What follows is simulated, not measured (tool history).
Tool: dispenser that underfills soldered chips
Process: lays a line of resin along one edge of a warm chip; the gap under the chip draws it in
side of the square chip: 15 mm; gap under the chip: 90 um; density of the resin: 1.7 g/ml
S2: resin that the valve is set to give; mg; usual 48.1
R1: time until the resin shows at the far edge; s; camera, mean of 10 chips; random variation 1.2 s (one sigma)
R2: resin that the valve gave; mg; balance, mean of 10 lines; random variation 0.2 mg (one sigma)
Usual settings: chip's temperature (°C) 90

Run 1, hour 0.0: usual settings. Result: R1 131.7 s, R2 47.21 mg.
Run 2, hour 3.7: usual settings. Result: R1 147.6 s, R2 47.27 mg.
At hour 7.6: new syringe of resin.
Run 3, hour 10.3: usual settings. Result: R1 127.1 s, R2 47.38 mg.
Run 4, hour 16.9: usual settings. Result: R1 149.7 s, R2 46.89 mg.
At hour 19.9: new syringe of resin.
Run 5, hour 22.5: usual settings but S2 52.5 mg. Result: R1 122.9 s, R2 51.08 mg.
Run 6, hour 27.5: usual settings. Result: R1 139.3 s, R2 47.14 mg.
At hour 32.0: new syringe of resin.
Run 7, hour 32.7: usual settings. Result: R1 118.1 s, R2 46.50 mg.
Run 8, hour 35.5: usual settings. Result: R1 126.5 s, R2 46.81 mg.
Run 9, hour 40.8: usual settings. Result: R1 147.2 s, R2 46.58 mg.
Run 10, hour 43.5: usual settings but S2 51.3 mg. Result: R1 157.5 s, R2 49.16 mg.
At hour 44.3: new syringe of resin.
Run 11, hour 49.0: usual settings but S2 51.3 mg. Result: R1 130.8 s, R2 49.26 mg.
Run 12, hour 52.6: usual settings but S2 51.3 mg. Result: R1 141.6 s, R2 49.49 mg.
At hour 56.5: new syringe of resin.
Run 13, hour 57.3: usual settings but chip's temperature (°C) 99, S2 47.5 mg. Result: R1 85.7 s, R2 45.28 mg.
Run 14, hour 62.6: usual settings but chip's temperature (°C) 99, S2 47.5 mg. Result: R1 97.2 s, R2 45.58 mg.
Run 15, hour 68.0: usual settings but chip's temperature (°C) 104, S2 42.8 mg. Result: R1 99.4 s, R2 40.44 mg.
At hour 68.7: new syringe of resin.
Run 16, hour 74.7: usual settings but chip's temperature (°C) 98, S2 57.4 mg. Result: R1 99.0 s, R2 54.03 mg.
Run 17, hour 78.5: usual settings but chip's temperature (°C) 99, S2 43.6 mg. Result: R1 113.2 s, R2 41.43 mg.
At hour 81.0: new syringe of resin.
Run 18, hour 82.3: usual settings but chip's temperature (°C) 86, S2 55.0 mg. Result: R1 132.4 s, R2 51.77 mg.
Run 19, hour 88.4: usual settings but chip's temperature (°C) 86, S2 55.0 mg. Result: R1 155.9 s, R2 51.85 mg.
Run 20, hour 91.9: usual settings but chip's temperature (°C) 83, S2 58.0 mg. Result: R1 188.2 s, R2 54.55 mg.

Hidden state or all else? Some run-to-run changes of R1, split into what the settings, what came in and random variation would give without the hidden state, and what is left for the hidden state (with any gauge scatter that isn't in both results):
The hidden state here: resin's viscosity, % of fresh resin's; dose that the valve gives, % of what is set; true chip temperature over the reading, C; drift of the gauge itself on fill_s, %; drift of the gauge itself on given_mg, %.
Run 4 -> 5: S2 48.1 -> 52.5, new syringe of resin. R1 -26.8 s: hidden state -26.9, all else +0.1.
Run 10 -> 11: new syringe of resin. R1 -26.7 s: hidden state -26.9, all else +0.2.
Run 12 -> 13: chip's temperature (°C) 90 -> 99, S2 51.3 -> 47.5, new syringe of resin. R1 -55.9 s: hidden state -26.5, all else -29.4.
Run 19 -> 20: chip's temperature (°C) 86 -> 83, S2 55.0 -> 58.0. R1 +32.3 s: hidden state +18.9, all else +13.4.
